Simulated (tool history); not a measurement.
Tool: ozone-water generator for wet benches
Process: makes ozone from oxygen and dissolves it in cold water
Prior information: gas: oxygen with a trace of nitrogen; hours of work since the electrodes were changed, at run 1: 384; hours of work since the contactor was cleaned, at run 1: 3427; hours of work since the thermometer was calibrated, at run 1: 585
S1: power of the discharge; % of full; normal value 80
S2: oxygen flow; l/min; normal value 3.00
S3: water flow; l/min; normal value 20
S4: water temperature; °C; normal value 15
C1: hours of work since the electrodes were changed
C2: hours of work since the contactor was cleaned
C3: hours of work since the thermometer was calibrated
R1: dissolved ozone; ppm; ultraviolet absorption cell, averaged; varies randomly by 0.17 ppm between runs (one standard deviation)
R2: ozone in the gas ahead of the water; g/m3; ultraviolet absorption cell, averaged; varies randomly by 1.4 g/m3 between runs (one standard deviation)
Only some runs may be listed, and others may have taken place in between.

Run 1, hour 0.0: usual settings; C1 384; C2 3427; C3 585. Result: R1 22.1 ppm, R2 257.2 g/m3.
Run 2, hour 24.4: usual settings; C1 400; C2 3443; C3 601. Result: R1 22.4 ppm, R2 258.6 g/m3.
Run 3, hour 44.6: usual settings; C1 413; C2 3456; C3 614. Result: R1 22.5 ppm, R2 257.6 g/m3.
Run 4, hour 65.9: usual settings but S1 78 % of full; C1 427; C2 3470; C3 628. Result: R1 21.5 ppm, R2 250.8 g/m3.
Run 5, hour 91.2: usual settings but S1 78 % of full; C1 444; C2 3487; C3 645. Result: R1 21.8 ppm, R2 252.2 g/m3.
Run 6, hour 122.4: usual settings but S1 78 % of full; C1 464; C2 3508; C3 665. Result: R1 21.5 ppm, R2 252.8 g/m3.
Run 7, hour 150.8: usual settings but S1 78 % of full; C1 483; C2 3526; C3 684. Result: R1 21.6 ppm, R2 253.6 g/m3.
Run 8, hour 165.7: usual settings but S1 78 % of full; C1 493; C2 3536; C3 694. Result: R1 22.2 ppm, R2 251.9 g/m3.
Run 9, hour 182.6: usual settings but S1 78 % of full; C1 504; C2 3547; C3 705. Result: R1 21.6 ppm, R2 253.1 g/m3.
Run 10, hour 208.9: usual settings but S1 78 % of full; C1 521; C2 3565; C3 722. Result: R1 21.8 ppm, R2 253.8 g/m3.
Run 11, hour 225.7: usual settings but S1 78 % of full; C1 532; C2 3576; C3 733. Result: R1 21.8 ppm, R2 252.6 g/m3.
Run 12, hour 251.9: usual settings but S1 78 % of full, S3 21 l/min; C1 550; C2 3593; C3 751. Result: R1 21.0 ppm, R2 250.7 g/m3.
Run 13, hour 277.5: usual settings; C1 566; C2 3610; C3 767. Result: R1 22.3 ppm, R2 257.8 g/m3.
At hour 283.2: contactor cleaned.
Run 14, hour 299.2: usual settings; C1 578; C2 11; C3 779. Result: R1 21.9 ppm, R2 258.4 g/m3.
Run 15, hour 316.7: usual settings but S2 4.33 l/min; C1 590; C2 22; C3 791. Result: R1 22.1 ppm, R2 204.1 g/m3.
Run 16, hour 340.3: usual settings but S3 16 l/min, S4 17 °C; C1 605; C2 38; C3 806. Result: R1 25.4 ppm, R2 253.8 g/m3.
Run 17, hour 370.8: usual settings but S1 66 % of full, S2 4.68 l/min, S3 13 l/min, S4 22 °C; C1 625; C2 58; C3 826. Result: R1 22.3 ppm, R2 163.9 g/m3.
Run 18, hour 386.5: usual settings but S3 27 l/min; C1 636; C2 68; C3 837. Result: R1 16.5 ppm, R2 255.9 g/m3.
Run 19, hour 415.3: usual settings but S2 4.29 l/min, S4 22 °C; C1 655; C2 87; C3 856. Result: R1 20.0 ppm, R2 205.4 g/m3.
Run 20, hour 439.5: usual settings but S2 4.29 l/min, S3 32 l/min, S4 17 °C; C1 671; C2 103; C3 871. Result: R1 14.2 ppm, R2 203.5 g/m3.
Run 21, hour 469.3: usual settings but S3 30 l/min, S4 10 °C; C1 690; C2 123; C3 891. Result: R1 15.3 ppm, R2 255.0 g/m3.
At hour 480.5: contactor cleaned, once more.
Run 22, hour 497.5: usual settings but S3 30 l/min, S4 10 °C; C1 706; C2 11; C3 907. Result: R1 16.3 ppm, R2 256.1 g/m3.
Run 23, hour 523.5: usual settings but S3 30 l/min, S4 10 °C; C1 723; C2 28; C3 924. Result: R1 15.9 ppm, R2 258.7 g/m3.
Run 24, hour 542.4: usual settings but S3 30 l/min, S4 10 °C; C1 736; C2 41; C3 937. Result: R1 16.1 ppm, R2 253.0 g/m3.
Run 25, hour 572.6: usual settings but S3 27 l/min; C1 756; C2 61; C3 957. Result: R1 17.2 ppm, R2 256.4 g/m3.
Run 26, hour 588.3: usual settings but S3 27 l/min; C1 766; C2 71; C3 967. Result: R1 17.5 ppm, R2 257.6 g/m3.
Run 27, hour 618.7: usual settings but S1 63 % of full, S2 2.04 l/min, S3 30 l/min, S4 10 °C; C1 786; C2 91; C3 987. Result: R1 12.3 ppm, R2 266.5 g/m3.

Consider 5 possible next runs. They are alternatives, not a sequence: every one starts from the tool as it was left by run 27. What does each give?
Run A, hour 632.1: usual settings but S1 63 % of full, S2 1.89 l/min, S3 25 l/min; C1 795; C2 100; C3 996. Result: R1 ?, R2 ?.
Run B, hour 632.1: usual settings but S1 63 % of full, S2 3.10 l/min, S3 26 l/min, S4 10 °C; C1 795; C2 100; C3 996. Result: R1 ?, R2 ?.
Run C, hour 632.1: usual settings but S1 61 % of full, S3 27 l/min, S4 8 °C; C1 795; C2 100; C3 996. Result: R1 ?, R2 ?.
Run D, hour 632.1: usual settings but S1 63 % of full, S2 1.69 l/min, S3 30 l/min, S4 10 °C; C1 795; C2 100; C3 996. Result: R1 ?, R2 ?.
Run E, hour 632.1: usual settings but S1 63 % of full, S2 4.80 l/min, S3 30 l/min, S4 10 °C; C1 795; C2 100; C3 996. Result: R1 ?, R2 ?.

run    R1     R2
  A  14.1  278.7
  B  15.2  205.0
  C  14.4  206.3
  D  11.7  301.5
  E  14.1  155.7
With no hidden state in the tool, these same runs would have given:
run    R1     R2
  A  14.5  285.0
  B  15.6  209.7
  C  14.8  210.8
  D  12.0  308.3
  E  14.4  159.2
